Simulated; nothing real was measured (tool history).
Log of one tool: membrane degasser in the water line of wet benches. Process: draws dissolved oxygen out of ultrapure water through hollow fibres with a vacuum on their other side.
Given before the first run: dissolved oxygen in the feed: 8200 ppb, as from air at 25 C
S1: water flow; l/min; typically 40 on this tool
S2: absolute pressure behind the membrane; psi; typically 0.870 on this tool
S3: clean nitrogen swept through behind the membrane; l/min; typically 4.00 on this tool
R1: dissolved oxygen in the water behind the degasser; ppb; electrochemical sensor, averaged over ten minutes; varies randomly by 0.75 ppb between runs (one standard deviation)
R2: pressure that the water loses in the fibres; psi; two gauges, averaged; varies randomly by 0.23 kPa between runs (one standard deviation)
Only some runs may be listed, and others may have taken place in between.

run 1 hour=0.0 | S1=40 S2=0.870 S3=4.00 | R1=79.5 R2=8.831
run 2 hour=24.2 | S1=40 S2=1.098 S3=4.00 | R1=118.0 R2=8.821
run 3 hour=74.1 | S1=40 S2=1.098 S3=4.00 | R1=115.9 R2=8.849
run 4 hour=106.1 | S1=40 S2=0.870 S3=2.04 | R1=143.0 R2=8.807
run 5 hour=142.5 | S1=42 S2=0.870 S3=2.04 | R1=151.3 R2=9.293
run 6 hour=176.6 | S1=40 S2=0.605 S3=4.00 | R1=37.5 R2=8.913
run 7 hour=207.2 | S1=40 S2=0.605 S3=4.00 | R1=37.3 R2=8.855
run 8 hour=256.4 | S1=40 S2=0.605 S3=4.00 | R1=37.6 R2=8.823
run 9 hour=278.7 | S1=40 S2=1.546 S3=4.00 | R1=186.5 R2=8.852
run 10 hour=324.3 | S1=40 S2=0.870 S3=1.99 | R1=146.7 R2=8.776
-- hour=329.2 vacuum gauge calibrated
run 11 hour=356.2 | S1=40 S2=0.870 S3=4.00 | R1=85.0 R2=8.817
run 12 hour=383.8 | S1=32 S2=0.870 S3=4.00 | R1=67.4 R2=7.117
run 13 hour=410.9 | S1=32 S2=0.870 S3=4.00 | R1=68.0 R2=7.114
run 14 hour=437.1 | S1=32 S2=0.870 S3=4.00 | R1=67.6 R2=7.124
run 15 hour=463.1 | S1=32 S2=0.870 S3=4.00 | R1=67.3 R2=7.085
-- hour=502.9 vacuum gauge calibrated, once more
run 16 hour=503.2 | S1=32 S2=0.870 S3=4.00 | R1=56.0 R2=7.071
run 17 hour=552.7 | S1=41 S2=0.870 S3=3.66 | R1=79.4 R2=9.081
run 18 hour=596.7 | S1=41 S2=0.870 S3=3.66 | R1=79.9 R2=9.129
run 19 hour=630.5 | S1=41 S2=0.870 S3=3.66 | R1=79.4 R2=9.056
run 20 hour=657.1 | S1=27 S2=1.877 S3=3.31 | R1=189.6 R2=6.028
run 21 hour=703.2 | S1=27 S2=1.877 S3=3.31 | R1=189.6 R2=5.993
run 22 hour=727.1 | S1=35 S2=0.792 S3=8.17 | R1=26.1 R2=7.768
run 23 hour=764.9 | S1=40 S2=0.870 S3=7.80 | R1=40.0 R2=8.939
run 24 hour=814.1 | S1=40 S2=0.837 S3=2.36 | R1=105.6 R2=8.897
run 25 hour=845.1 | S1=40 S2=0.837 S3=2.36 | R1=105.1 R2=8.897
run 26 hour=892.4 | S1=26 S2=0.870 S3=2.97 | R1=61.2 R2=5.765
run 27 hour=935.9 | S1=26 S2=0.870 S3=2.97 | R1=61.1 R2=5.733
run 28 hour=982.6 | S1=40 S2=1.600 S3=9.36 | R1=84.1 R2=8.907
run 29 hour=1004.2 | S1=40 S2=1.707 S3=8.04 | R1=109.0 R2=8.946
run 30 hour=1034.2 | S1=40 S2=2.081 S3=4.00 | R1=264.0 R2=8.987
run 31 hour=1080.6 | S1=40 S2=2.081 S3=4.00 | R1=262.7 R2=8.876
run 32 hour=1123.3 | S1=44 S2=1.809 S3=9.36 | R1=115.4 R2=9.850

Alternative continuations, all from the tool just after run 32; predict every row:
run A hour=1158.1 | S1=60 S2=1.809 S3=9.36 | R1=? R2=?
run B hour=1158.1 | S1=40 S2=0.850 S3=4.00 | R1=? R2=?
run C hour=1158.1 | S1=27 S2=1.429 S3=2.45 | R1=? R2=?

run=A R1=170.9 R2=13.336
run=B R1=68.8 R2=8.931
run=C R1=176.6 R2=6.019
Stripped of hidden state, with their random variation kept, the same runs would have yielded:
run=A R1=164.6 R2=13.014
run=B R1=64.8 R2=8.715
run=C R1=171.9 R2=5.874

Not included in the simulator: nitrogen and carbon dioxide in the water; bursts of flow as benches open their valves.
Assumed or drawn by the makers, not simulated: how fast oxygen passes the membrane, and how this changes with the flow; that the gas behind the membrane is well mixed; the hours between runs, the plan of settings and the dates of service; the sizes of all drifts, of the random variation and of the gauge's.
